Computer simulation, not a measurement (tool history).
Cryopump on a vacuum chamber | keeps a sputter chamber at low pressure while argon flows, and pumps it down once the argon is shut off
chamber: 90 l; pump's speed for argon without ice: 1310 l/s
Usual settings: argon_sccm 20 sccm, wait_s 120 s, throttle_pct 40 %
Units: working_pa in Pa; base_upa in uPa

| run | hour | argon_sccm | wait_s | throttle_pct | working_pa | base_upa |
|---|---|---|---|---|---|---|
| 1 | 0 | 20 | 120 | 40 | 0.0701 | 2.14 |
| 2 | 22.5 | 20 | 120 | 40 | 0.0705 | 2.18 |
| 3 | 39.9 | 20 | 120 | 40 | 0.0699 | 2.21 |
| 4 | 58.3 | 20 | 120 | 40 | 0.0696 | 2.28 |
| 5 | 80.9 | 20 | 120 | 49 | 0.0585 | 2.22 |
| 6 | 103.7 | 20 | 120 | 49 | 0.0585 | 2.31 |
| 7 | 125.3 | 20 | 141 | 49 | 0.058 | 2.19 |
| 8 | 140.8 | 20 | 141 | 49 | 0.0592 | 2.2 |
| 9 | 154.7 | 20 | 141 | 49 | 0.0584 | 2.17 |
| 10 | 163.9 | 20 | 120 | 40 | 0.0713 | 2.37 |
| 11 | 185 | 20 | 120 | 20 | 0.1343 | 2.44 |
| 12 | 204.2 | 20 | 120 | 40 | 0.0709 | 2.46 |
| 13 | 226 | 14 | 120 | 40 | 0.0493 | 2.55 |
| 14 | 246.5 | 14 | 120 | 40 | 0.0507 | 2.49 |
| 15 | 260.9 | 14 | 120 | 40 | 0.0496 | 2.58 |
| 16 | 272.2 | 14 | 120 | 40 | 0.0503 | 2.56 |
| 17 | 292.7 | 20 | 120 | 40 | 0.0713 | 2.63 |
| 18 | 309.1 | 20 | 120 | 40 | 0.071 | 2.69 |
| 19 | 319.6 | 20 | 120 | 40 | 0.0723 | 2.68 |
| 20 | 335.9 | 24 | 120 | 40 | 0.0854 | 2.71 |
| 21 | 358.6 | 25 | 120 | 44 | 0.0824 | 2.71 |
| 22 | 369.7 | 19 | 120 | 58 | 0.0495 | 2.72 |
| 23 | 384.2 | 19 | 120 | 58 | 0.05 | 2.79 |
| 24 | 403.6 | 32 | 76 | 40 | 0.1152 | 3.33 |
| 25 | 421.4 | 31 | 76 | 40 | 0.1114 | 3.27 |
| 26 | 435.2 | 20 | 120 | 50 | 0.0598 | 2.81 |
| 27 | 448.1 | 22 | 22 | 26 | 0.1181 | 6.58 |
| 28 | 467.2 | 19 | 91 | 32 | 0.0847 | 3.27 |
| 29 | 486.1 | 17 | 120 | 40 | 0.0617 | 2.99 |
| 30 | 504 | 17 | 120 | 40 | 0.062 | 2.86 |
| 31 | 516.6 | 20 | 51 | 58 | 0.0526 | 4.1 |
| 32 | 531.6 | 20 | 51 | 58 | 0.053 | 4.26 |
| 33 | 548.7 | 20 | 51 | 58 | 0.0533 | 4.15 |
| 34 | 564.3 | 20 | 51 | 58 | 0.0528 | 4.31 |

Measured less the same run without the tool's hidden state. The same run-to-run variation is in both; the gauge's scatter may not be:
The hidden state here: pump's speed, % of a pump's without ice; cold plate's temperature, K; leak into the chamber, uPa l/s; drift of the gauge itself on working_pa, %; drift of the gauge itself on base_upa, %.
| run | working_pa | base_upa |
|---|---|---|
| 1 | +0.0051 | +1.04 |
| 2 | +0.0053 | +1.08 |
| 3 | +0.0053 | +1.1 |
| 4 | +0.0054 | +1.15 |
| 5 | +0.0055 | +1.16 |
| 6 | +0.0057 | +1.21 |
| 7 | +0.0058 | +1.24 |
| 8 | +0.006 | +1.25 |
| 9 | +0.0061 | +1.25 |
| 10 | +0.0061 | +1.27 |
| 11 | +0.0062 | +1.36 |
| 12 | +0.0064 | +1.38 |
| 13 | +0.0046 | +1.45 |
| 14 | +0.0046 | +1.43 |
| 15 | +0.0047 | +1.48 |
| 16 | +0.0048 | +1.47 |
| 17 | +0.007 | +1.51 |
| 18 | +0.0071 | +1.55 |
| 19 | +0.0072 | +1.58 |
| 20 | +0.0087 | +1.63 |
| 21 | +0.0092 | +1.63 |
| 22 | +0.0071 | +1.64 |
| 23 | +0.0072 | +1.69 |
| 24 | +0.0124 | +1.75 |
| 25 | +0.0123 | +1.69 |
| 26 | +0.008 | +1.76 |
| 27 | +0.0089 | +1.77 |
| 28 | +0.0078 | +1.86 |
| 29 | +0.007 | +1.89 |
| 30 | +0.0072 | +1.83 |
| 31 | +0.0086 | +1.88 |
| 32 | +0.0087 | +1.97 |
| 33 | +0.0088 | +1.96 |
| 34 | +0.009 | +2.04 |

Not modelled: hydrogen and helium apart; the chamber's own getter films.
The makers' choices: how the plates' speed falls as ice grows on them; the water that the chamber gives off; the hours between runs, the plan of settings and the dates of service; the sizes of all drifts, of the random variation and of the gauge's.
